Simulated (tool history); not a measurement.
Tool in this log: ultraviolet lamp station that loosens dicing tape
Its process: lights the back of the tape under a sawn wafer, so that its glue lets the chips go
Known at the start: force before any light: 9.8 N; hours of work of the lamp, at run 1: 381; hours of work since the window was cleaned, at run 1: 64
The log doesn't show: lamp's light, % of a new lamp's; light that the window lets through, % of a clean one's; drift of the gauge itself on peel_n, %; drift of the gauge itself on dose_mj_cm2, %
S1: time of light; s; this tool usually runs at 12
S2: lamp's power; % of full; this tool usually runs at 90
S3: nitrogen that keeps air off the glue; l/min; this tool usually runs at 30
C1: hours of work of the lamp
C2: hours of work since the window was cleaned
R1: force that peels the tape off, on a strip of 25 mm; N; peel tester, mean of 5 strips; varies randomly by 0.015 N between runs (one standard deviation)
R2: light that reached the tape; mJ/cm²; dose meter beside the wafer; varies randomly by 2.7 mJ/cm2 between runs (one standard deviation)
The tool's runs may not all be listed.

{"run": 1, "hour": 0.0, "S1": 12, "S2": 90, "S3": 30, "C1": 381, "C2": 64, "R1": 0.938, "R2": 332}
{"run": 2, "hour": 7.8, "S1": 12, "S2": 90, "S3": 30, "C1": 386, "C2": 68, "R1": 0.982, "R2": 329}
{"run": 3, "hour": 17.4, "S1": 12, "S2": 85, "S3": 30, "C1": 391, "C2": 73, "R1": 1.078, "R2": 311}
{"run": 4, "hour": 29.7, "S1": 12, "S2": 90, "S3": 20, "C1": 398, "C2": 80, "R1": 1.247, "R2": 327}
{"run": 5, "hour": 39.9, "S1": 20, "S2": 90, "S3": 30, "C1": 404, "C2": 86, "R1": 0.26, "R2": 542}
{"run": 6, "hour": 48.0, "S1": 20, "S2": 90, "S3": 30, "C1": 408, "C2": 90, "R1": 0.251, "R2": 536}
{"run": 7, "hour": 62.7, "S1": 17, "S2": 90, "S3": 30, "C1": 416, "C2": 99, "R1": 0.418, "R2": 454}
{"run": 8, "hour": 71.7, "S1": 17, "S2": 90, "S3": 30, "C1": 421, "C2": 104, "R1": 0.424, "R2": 453}
{"run": 9, "hour": 79.2, "S1": 12, "S2": 90, "S3": 30, "C1": 426, "C2": 108, "R1": 0.996, "R2": 319}
{"run": 10, "hour": 89.5, "S1": 12, "S2": 90, "S3": 30, "C1": 431, "C2": 114, "R1": 1.004, "R2": 326}
{"run": 11, "hour": 106.6, "S1": 12, "S2": 90, "S3": 30, "C1": 441, "C2": 123, "R1": 1.016, "R2": 319}
{"run": 12, "hour": 120.9, "S1": 12, "S2": 90, "S3": 30, "C1": 449, "C2": 131, "R1": 1.075, "R2": 320}
{"run": 13, "hour": 128.3, "S1": 12, "S2": 90, "S3": 30, "C1": 453, "C2": 135, "R1": 1.057, "R2": 315}
{"run": 14, "hour": 141.2, "S1": 12, "S2": 90, "S3": 30, "C1": 460, "C2": 142, "R1": 1.044, "R2": 312}
{"run": 15, "hour": 153.2, "S1": 10, "S2": 90, "S3": 30, "C1": 467, "C2": 149, "R1": 1.561, "R2": 261}
{"run": 16, "hour": 166.3, "S1": 10, "S2": 90, "S3": 30, "C1": 474, "C2": 156, "R1": 1.562, "R2": 259}
{"run": 17, "hour": 177.5, "S1": 10, "S2": 90, "S3": 30, "C1": 480, "C2": 163, "R1": 1.517, "R2": 256}
{"run": 18, "hour": 195.2, "S1": 12, "S2": 90, "S3": 47, "C1": 490, "C2": 172, "R1": 0.821, "R2": 313}
{"run": 19, "hour": 204.3, "S1": 12, "S2": 90, "S3": 47, "C1": 495, "C2": 178, "R1": 0.811, "R2": 307}
{"run": 20, "hour": 217.7, "S1": 12, "S2": 90, "S3": 47, "C1": 503, "C2": 185, "R1": 0.838, "R2": 309}
{"run": 21, "hour": 232.4, "S1": 12, "S2": 90, "S3": 38, "C1": 511, "C2": 193, "R1": 0.983, "R2": 302}
{"run": 22, "hour": 245.2, "S1": 10, "S2": 90, "S3": 33, "C1": 518, "C2": 200, "R1": 1.461, "R2": 254}
{"run": 23, "hour": 252.5, "S1": 9, "S2": 85, "S3": 51, "C1": 522, "C2": 204, "R1": 1.618, "R2": 214}
{"run": 24, "hour": 266.0, "S1": 12, "S2": 61, "S3": 30, "C1": 530, "C2": 212, "R1": 2.254, "R2": 202}
{"run": 25, "hour": 281.6, "S1": 12, "S2": 81, "S3": 10, "C1": 538, "C2": 221, "R1": 2.494, "R2": 273}

Run 26 comes next. What will it give?
{"run": 26, "hour": 288.8, "S1": 12, "S2": 81, "S3": 10, "C1": 542, "C2": 225, "R1": "?", "R2": "?"}

For run 26 the tool returned R1 2.569 N, R2 270 mJ/cm².
Minus the tool's unlogged condition, the same run would have read R1 1.826 N, R2 340 mJ/cm².

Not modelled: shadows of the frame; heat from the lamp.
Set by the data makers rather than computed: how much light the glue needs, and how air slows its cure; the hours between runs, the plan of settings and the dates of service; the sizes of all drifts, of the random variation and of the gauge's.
